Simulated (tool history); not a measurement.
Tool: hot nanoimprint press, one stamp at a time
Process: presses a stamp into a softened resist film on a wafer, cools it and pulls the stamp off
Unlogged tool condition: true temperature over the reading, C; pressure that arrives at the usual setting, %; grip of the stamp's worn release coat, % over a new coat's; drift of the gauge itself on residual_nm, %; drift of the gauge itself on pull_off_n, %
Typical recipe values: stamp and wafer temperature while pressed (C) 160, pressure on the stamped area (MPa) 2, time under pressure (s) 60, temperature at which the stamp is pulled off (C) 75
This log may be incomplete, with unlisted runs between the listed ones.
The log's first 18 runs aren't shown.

| run | hour | stamp and wafer temperature while pressed (C) | pressure on the stamped area (MPa) | time under pressure (s) | temperature at which the stamp is pulled off (C) | hours of work since the thermocouple was calibrated | imprints on the stamp's release coat | hours of work since the press's seals were changed | resist left under the stamp's widest pad (angstrom) | greatest force while the stamp is pulled off (N) |
|---|---|---|---|---|---|---|---|---|---|---|
| 19 | 400.1 | 156 | 2 | 77 | 75 | 250 | 1528 | 855 | 2008 | 243 |
| 20 | 429.7 | 160 | 2 | 60 | 75 | 273 | 1665 | 878 | 1728 | 248 |
| 21 | 462.5 | 162 | 2 | 60 | 73 | 299 | 1817 | 905 | 1497 | 275 |
| 22 | 487.1 | 162 | 2 | 60 | 73 | 319 | 1931 | 924 | 1499 | 269 |
|  | 519.5 | stamp cleaned and given a new release coat |
| 23 | 524.6 | 150 | 2.2 | 60 | 73 | 344 | 23 | 949 | 2957 | 198 |
| 24 | 542.3 | 169 | 1.56 | 44 | 65 | 358 | 105 | 963 | 1269 | 215 |
| 25 | 572.7 | 160 | 1.35 | 32 | 70 | 382 | 246 | 988 | 2525 | 212 |
| 26 | 597.9 | 158 | 1.59 | 60 | 68 | 402 | 364 | 1008 | 2068 | 219 |
| 27 | 630 | 172 | 2 | 60 | 75 | 428 | 512 | 1033 | 815 | 213 |
| 28 | 655.7 | 169 | 1.58 | 60 | 71 | 448 | 632 | 1054 | 1061 | 221 |
| 29 | 670.5 | 167 | 2.91 | 58 | 73 | 460 | 700 | 1066 | 894 | 217 |
| 30 | 693.8 | 155 | 2 | 60 | 75 | 479 | 808 | 1084 | 2224 | 218 |

Branching from run 30: 4 alternative next runs. What would each branch give?
| A | 710.6 | 163 | 2 | 39 | 75 | 492 | 886 | 1098 | ? | ? |
| B | 710.6 | 153 | 1.61 | 60 | 77 | 492 | 886 | 1098 | ? | ? |
| C | 710.6 | 155 | 2 | 88 | 75 | 492 | 886 | 1098 | ? | ? |
| D | 710.6 | 160 | 2 | 60 | 82 | 492 | 886 | 1098 | ? | ? |

| run | resist left under the stamp's widest pad (angstrom) | greatest force while the stamp is pulled off (N) |
|---|---|---|
| A | 1609 | 221 |
| B | 2690 | 215 |
| C | 1911 | 217 |
| D | 1619 | 201 |
Take away the tool's hidden state, keep each run's random variation, and the runs would have read:
| run | resist left under the stamp's widest pad (angstrom) | greatest force while the stamp is pulled off (N) |
|---|---|---|
| A | 1790 | 194 |
| B | 2993 | 190 |
| C | 2152 | 191 |
| D | 1812 | 178 |
